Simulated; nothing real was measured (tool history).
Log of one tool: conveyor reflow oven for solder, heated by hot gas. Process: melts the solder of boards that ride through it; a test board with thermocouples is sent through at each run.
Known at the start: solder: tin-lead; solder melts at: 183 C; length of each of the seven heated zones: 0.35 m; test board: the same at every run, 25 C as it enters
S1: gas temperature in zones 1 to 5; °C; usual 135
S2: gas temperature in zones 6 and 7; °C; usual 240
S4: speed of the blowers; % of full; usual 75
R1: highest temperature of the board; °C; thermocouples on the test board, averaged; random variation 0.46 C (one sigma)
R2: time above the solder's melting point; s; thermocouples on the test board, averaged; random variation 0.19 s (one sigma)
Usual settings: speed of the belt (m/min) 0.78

{"run": 1, "hour": 0.0, "S1": 135, "S2": 240, "speed of the belt (m/min)": 0.78, "S4": 75, "R1": 226, "R2": 44.1}
{"run": 2, "hour": 7.0, "S1": 135, "S2": 240, "speed of the belt (m/min)": 0.78, "S4": 75, "R1": 225.5, "R2": 43.8}
{"run": 3, "hour": 16.6, "S1": 135, "S2": 240, "speed of the belt (m/min)": 0.78, "S4": 75, "R1": 224.6, "R2": 43.6}
{"run": 4, "hour": 28.1, "S1": 135, "S2": 240, "speed of the belt (m/min)": 0.78, "S4": 75, "R1": 224.6, "R2": 44.3}
{"run": 5, "hour": 37.5, "S1": 135, "S2": 240, "speed of the belt (m/min)": 0.78, "S4": 75, "R1": 225.1, "R2": 43.8}
{"run": 6, "hour": 46.5, "S1": 135, "S2": 240, "speed of the belt (m/min)": 0.891, "S4": 75, "R1": 221.2, "R2": 36.2}
{"hour": 52.2, "done": "flux residue cleaned out of gas plates and filters"}
{"run": 7, "hour": 58.3, "S1": 135, "S2": 240, "speed of the belt (m/min)": 0.891, "S4": 75, "R1": 219.2, "R2": 35.7}
{"run": 8, "hour": 67.1, "S1": 135, "S2": 240, "speed of the belt (m/min)": 0.891, "S4": 75, "R1": 219.2, "R2": 35.8}
{"run": 9, "hour": 75.0, "S1": 140, "S2": 240, "speed of the belt (m/min)": 0.797, "S4": 75, "R1": 224.6, "R2": 43.7}
{"run": 10, "hour": 84.1, "S1": 135, "S2": 240, "speed of the belt (m/min)": 0.78, "S4": 59, "R1": 221.6, "R2": 41.5}
{"run": 11, "hour": 91.8, "S1": 135, "S2": 240, "speed of the belt (m/min)": 0.798, "S4": 89, "R1": 224.8, "R2": 43.3}
{"run": 12, "hour": 102.5, "S1": 135, "S2": 242, "speed of the belt (m/min)": 0.784, "S4": 52, "R1": 221.3, "R2": 41.2}
{"run": 13, "hour": 109.8, "S1": 135, "S2": 235, "speed of the belt (m/min)": 0.81, "S4": 52, "R1": 213.6, "R2": 35.5}

The same runs without the tool's hidden state, with the same run-to-run variation:
The hidden state here: heat that the gas passes to the board, % of a clean oven's; belt's true speed, % of the reading; true gas temperature in zones 6 and 7 over the reading, C; drift of the gauge itself on peak_c, C; drift of the gauge itself on liquid_s, %.
run=1 R1=227.6 R2=44.7
run=2 R1=227.2 R2=44.4
run=3 R1=226.3 R2=44.3
run=4 R1=226.4 R2=45
run=5 R1=227 R2=44.5
run=6 R1=223.3 R2=37.1
run=7 R1=221.9 R2=36.9
run=8 R1=221.9 R2=37
run=9 R1=227.1 R2=44.7
run=10 R1=224.1 R2=42.7
run=11 R1=227.7 R2=44.4
run=12 R1=224 R2=42.5
run=13 R1=216.3 R2=37.1
